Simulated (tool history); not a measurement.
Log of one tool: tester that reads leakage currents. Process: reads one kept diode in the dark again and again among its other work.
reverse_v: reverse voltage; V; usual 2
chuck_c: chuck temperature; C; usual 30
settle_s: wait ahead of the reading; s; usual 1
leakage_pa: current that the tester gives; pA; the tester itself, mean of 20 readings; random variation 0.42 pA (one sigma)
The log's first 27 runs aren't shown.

run    hour  reverse_v  chuck_c  settle_s  hours of work since the probe card was cleaned  hours of work since the tester was calibrated  hours of work since the chuck was calibrated  leakage_pa
 28   847.8      13.61       56      4.77                                            1300                                            118                                           670     2675.31
 29   884.1      13.61       56      4.77                                            1329                                            147                                           698     2703.41
 30   911.6       5.42       59      0.32                                            1351                                            168                                           720     2038.72
 31   952.2       5.42       59      0.32                                            1383                                            200                                           752     2038.26
 32   973.9       1.89       30      1.02                                            1400                                            218                                           769      143.89
 33  1016.5          2       23      0.51                                            1434                                            251                                           803       86.29
 34  1050.6       3.46       21      1.16                                            1461                                            278                                           830       97.05
 35    1075          2       20         1                                            1480                                            298                                           849       66.97
 36  1094.4       1.88       38         1                                            1495                                            313                                           865      267.82
 37  1128.6       4.18       30      9.39                                            1522                                            340                                           892      220.95
 38  1171.7        4.8       35      3.28                                            1557                                            374                                           926      350.85
 39  1208.8       8.36       28      1.05                                            1586                                            404                                           955      277.65

5 ways to go on from here, each from the tool as it stands after run 39. What would each give?
  A  1241.2       15.9       31      2.43                                            1612                                            429                                           981           ?
  B  1241.2       1.22       35      5.54                                            1612                                            429                                           981           ?
  C  1241.2        4.9       34         1                                            1612                                            429                                           981           ?
  D  1241.2      16.68       28         5                                            1612                                            429                                           981           ?
  E  1241.2      19.53       28      1.05                                            1612                                            429                                           981           ?

run  leakage_pa
  A      492.71
  B      170.42
  C      330.31
  D      401.46
  E      440.84
Without the tool's hidden state the same runs would have given:
run  leakage_pa
  A      450.24
  B      160.27
  C      308.04
  D      362.62
  E      397.24
